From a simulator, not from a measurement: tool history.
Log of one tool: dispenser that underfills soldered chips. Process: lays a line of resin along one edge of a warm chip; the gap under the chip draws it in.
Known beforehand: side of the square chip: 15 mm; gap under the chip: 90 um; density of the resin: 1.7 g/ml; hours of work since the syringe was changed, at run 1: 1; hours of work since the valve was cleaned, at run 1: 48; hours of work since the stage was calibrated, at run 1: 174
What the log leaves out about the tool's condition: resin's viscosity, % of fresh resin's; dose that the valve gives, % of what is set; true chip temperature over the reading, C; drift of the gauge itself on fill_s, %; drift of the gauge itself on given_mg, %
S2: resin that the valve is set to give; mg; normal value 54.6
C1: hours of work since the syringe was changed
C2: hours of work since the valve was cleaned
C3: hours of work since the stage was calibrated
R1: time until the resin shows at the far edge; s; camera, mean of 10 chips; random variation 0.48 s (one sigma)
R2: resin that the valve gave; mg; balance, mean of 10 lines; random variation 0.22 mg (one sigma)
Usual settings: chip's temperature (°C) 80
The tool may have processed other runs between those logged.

run 1 hour=0 | chip's_temperature_(°C)=80 S2=54.6 | C1=1 C2=48 C3=174 | R1=38 R2=52.45
run 2 hour=5 | chip's_temperature_(°C)=80 S2=54.6 | C1=4 C2=52 C3=177 | R1=45.9 R2=52.52
-- hour=12.7 new syringe of resin
run 3 hour=13 | chip's_temperature_(°C)=80 S2=65.6 | C1=0 C2=57 C3=182 | R1=35.5 R2=62.67
run 4 hour=16.3 | chip's_temperature_(°C)=80 S2=54.6 | C1=2 C2=59 C3=185 | R1=41.7 R2=52.18
run 5 hour=19.7 | chip's_temperature_(°C)=91 S2=54.6 | C1=5 C2=62 C3=187 | R1=33.2 R2=52.29
run 6 hour=23 | chip's_temperature_(°C)=91 S2=54.6 | C1=7 C2=64 C3=189 | R1=37.6 R2=52.08
-- hour=26.8 new syringe of resin
run 7 hour=28.7 | chip's_temperature_(°C)=91 S2=54.6 | C1=1 C2=68 C3=193 | R1=26.8 R2=51.87
run 8 hour=35.4 | chip's_temperature_(°C)=92 S2=54.6 | C1=6 C2=72 C3=197 | R1=35.1 R2=51.46
run 9 hour=39.7 | chip's_temperature_(°C)=92 S2=54.6 | C1=9 C2=75 C3=200 | R1=40.8 R2=51.58
-- hour=40.9 new syringe of resin
run 10 hour=45 | chip's_temperature_(°C)=92 S2=54.6 | C1=3 C2=79 C3=204 | R1=28.5 R2=51.42
run 11 hour=50.2 | chip's_temperature_(°C)=92 S2=54.6 | C1=6 C2=82 C3=207 | R1=36.6 R2=51.37
-- hour=54.9 new syringe of resin
run 12 hour=55 | chip's_temperature_(°C)=92 S2=54.6 | C1=0 C2=85 C3=211 | R1=25.6 R2=51.23
run 13 hour=58.2 | chip's_temperature_(°C)=92 S2=54.6 | C1=2 C2=88 C3=213 | R1=27.7 R2=51.03
run 14 hour=62.3 | chip's_temperature_(°C)=92 S2=54.6 | C1=5 C2=90 C3=216 | R1=33.6 R2=51.38
-- hour=69 new syringe of resin
run 15 hour=69.3 | chip's_temperature_(°C)=92 S2=54.6 | C1=0 C2=95 C3=220 | R1=24.4 R2=50.87
run 16 hour=76.9 | chip's_temperature_(°C)=92 S2=54.6 | C1=5 C2=100 C3=225 | R1=33.7 R2=50.55
run 17 hour=81.5 | chip's_temperature_(°C)=92 S2=54.6 | C1=9 C2=103 C3=229 | R1=40.4 R2=50.3
-- hour=83.3 new syringe of resin
run 18 hour=85.8 | chip's_temperature_(°C)=80 S2=62.9 | C1=2 C2=106 C3=231 | R1=40 R2=58.06
run 19 hour=91.8 | chip's_temperature_(°C)=71 S2=48 | C1=6 C2=110 C3=235 | R1=70.5 R2=44.03
run 20 hour=96.2 | chip's_temperature_(°C)=79 S2=51.5 | C1=9 C2=113 C3=239 | R1=63.9 R2=47.44
-- hour=97.6 new syringe of resin
run 21 hour=102.8 | chip's_temperature_(°C)=88 S2=51.5 | C1=4 C2=118 C3=243 | R1=35.5 R2=47.21
run 22 hour=106.7 | chip's_temperature_(°C)=86 S2=59.9 | C1=6 C2=120 C3=246 | R1=41.2 R2=54.61
-- hour=108.8 dispensing valve cleaned and set on the balance
-- hour=113 new syringe of resin
run 23 hour=113 | chip's_temperature_(°C)=86 S2=59.9 | C1=0 C2=3 C3=249 | R1=28.7 R2=59.61
run 24 hour=116.1 | chip's_temperature_(°C)=86 S2=59.9 | C1=2 C2=5 C3=251 | R1=32.3 R2=59.44
run 25 hour=121.3 | chip's_temperature_(°C)=77 S2=58 | C1=6 C2=8 C3=255 | R1=53.8 R2=56.9
-- hour=127.2 new syringe of resin
run 26 hour=129.1 | chip's_temperature_(°C)=67 S2=54.6 | C1=1 C2=14 C3=260 | R1=58.9 R2=53.77
run 27 hour=136.3 | chip's_temperature_(°C)=78 S2=47 | C1=6 C2=19 C3=265 | R1=54.7 R2=46.34
-- hour=141.4 new syringe of resin
run 28 hour=142.7 | chip's_temperature_(°C)=76 S2=54.6 | C1=1 C2=23 C3=269 | R1=41.7 R2=53.72
run 29 hour=148.9 | chip's_temperature_(°C)=88 S2=66.8 | C1=5 C2=27 C3=273 | R1=35.4 R2=65.28
run 30 hour=152.9 | chip's_temperature_(°C)=80 S2=52.8 | C1=8 C2=30 C3=276 | R1=55.3 R2=51.73
-- hour=155.7 new syringe of resin
run 31 hour=160.7 | chip's_temperature_(°C)=68 S2=58.2 | C1=3 C2=35 C3=281 | R1=65.8 R2=56.67
run 32 hour=164.1 | chip's_temperature_(°C)=68 S2=55.7 | C1=6 C2=37 C3=284 | R1=75 R2=54.42
-- hour=169.7 new syringe of resin
run 33 hour=171.2 | chip's_temperature_(°C)=68 S2=55.7 | C1=1 C2=42 C3=288 | R1=56.3 R2=54.35
run 34 hour=177.6 | chip's_temperature_(°C)=79 S2=53.7 | C1=5 C2=46 C3=293 | R1=49.6 R2=51.9
run 35 hour=181.1 | chip's_temperature_(°C)=71 S2=57.9 | C1=8 C2=49 C3=295 | R1=74.6 R2=56.26

Each row is a separate what-if for the run after 35, all from the same tool condition, not one after another. Results?
-- hour=184.3 new syringe of resin
run A hour=185.5 | chip's_temperature_(°C)=71 S2=53.7 | C1=1 C2=52 C3=298 | R1=? R2=?
-- hour=184.3 new syringe of resin
run B hour=185.5 | chip's_temperature_(°C)=80 S2=57.4 | C1=1 C2=52 C3=298 | R1=? R2=?
-- hour=184.3 new syringe of resin
run C hour=185.5 | chip's_temperature_(°C)=93 S2=47.1 | C1=1 C2=52 C3=298 | R1=? R2=?

run=A R1=50.3 R2=51.64
run=B R1=36.5 R2=55.33
run=C R1=25.7 R2=45.37
Without the tool's unlogged condition, the same runs would have read:
run=A R1=51.2 R2=53.72
run=B R1=37.1 R2=57.55
run=C R1=25.8 R2=47.19

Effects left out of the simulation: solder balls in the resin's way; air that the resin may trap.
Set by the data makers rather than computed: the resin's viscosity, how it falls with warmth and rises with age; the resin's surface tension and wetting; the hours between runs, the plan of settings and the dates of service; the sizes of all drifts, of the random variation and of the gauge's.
